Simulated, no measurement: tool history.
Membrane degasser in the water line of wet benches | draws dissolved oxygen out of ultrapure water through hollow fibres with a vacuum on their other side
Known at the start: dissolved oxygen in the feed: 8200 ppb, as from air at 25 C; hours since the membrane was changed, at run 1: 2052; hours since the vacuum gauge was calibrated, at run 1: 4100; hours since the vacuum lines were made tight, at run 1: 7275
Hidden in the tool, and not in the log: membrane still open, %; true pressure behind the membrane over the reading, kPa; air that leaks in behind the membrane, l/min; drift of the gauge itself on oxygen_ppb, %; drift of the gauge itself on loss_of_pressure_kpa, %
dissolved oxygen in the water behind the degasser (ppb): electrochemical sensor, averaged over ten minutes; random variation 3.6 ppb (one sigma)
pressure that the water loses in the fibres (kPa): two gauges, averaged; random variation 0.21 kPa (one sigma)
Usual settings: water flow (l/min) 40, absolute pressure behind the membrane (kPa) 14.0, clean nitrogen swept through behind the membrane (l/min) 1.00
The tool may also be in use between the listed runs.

run	day	water flow (l/min)	absolute pressure behind the membrane (kPa)	clean nitrogen swept through behind the membrane (l/min)	hours since the membrane was changed	hours since the vacuum gauge was calibrated	hours since the vacuum lines were made tight	dissolved oxygen in the water behind the degasser (ppb)	pressure that the water loses in the fibres (kPa)
1	0.000	40	14.0	1.00	2052	4100	7275	844.8	48.33
2	3.042	40	14.0	1.00	2125	4173	7348	841.4	48.09
3	4.367	40	14.0	0.96	2157	4205	7380	864.7	47.60
4	6.167	40	14.0	0.96	2200	4248	7423	867.1	48.26
5	8.688	40	14.0	0.96	2260	4309	7483	864.8	47.98
6	11.054	40	14.0	0.96	2317	4365	7540	866.7	48.07
7	12.862	40	14.0	1.00	2361	4409	7584	836.7	48.37
# day 14.250: vacuum gauge calibrated
8	15.562	57	14.0	1.00	2425	32	7648	1158.4	69.15
9	17.779	57	14.0	0.56	2478	85	7701	1583.6	68.73
10	19.212	48	28.7	1.23	2512	119	7736	1747.9	57.93
11	21.629	33	23.5	1.23	2570	177	7793	1077.6	40.13
12	23.433	46	14.0	1.90	2614	220	7837	612.5	55.18
13	25.558	46	14.0	1.90	2665	271	7888	615.5	55.43
14	27.446	25	13.9	1.07	2710	317	7933	528.2	29.90

Hidden state or all else? Some run-to-run changes of dissolved oxygen in the water behind the degasser (ppb), split into what the settings, what came in and random variation would give without the hidden state, and what is left for the hidden state (with any gauge scatter that isn't in both results):
Run 9 -> 10: water flow (l/min) 57 -> 48, absolute pressure behind the membrane (kPa) 14.0 -> 28.7, clean nitrogen swept through behind the membrane (l/min) 0.56 -> 1.23. dissolved oxygen in the water behind the degasser (ppb) +164.3: hidden state +23.3, all else +141.0.
Run 10 -> 11: water flow (l/min) 48 -> 33, absolute pressure behind the membrane (kPa) 28.7 -> 23.5. dissolved oxygen in the water behind the degasser (ppb) -670.3: hidden state +1.4, all else -671.7.

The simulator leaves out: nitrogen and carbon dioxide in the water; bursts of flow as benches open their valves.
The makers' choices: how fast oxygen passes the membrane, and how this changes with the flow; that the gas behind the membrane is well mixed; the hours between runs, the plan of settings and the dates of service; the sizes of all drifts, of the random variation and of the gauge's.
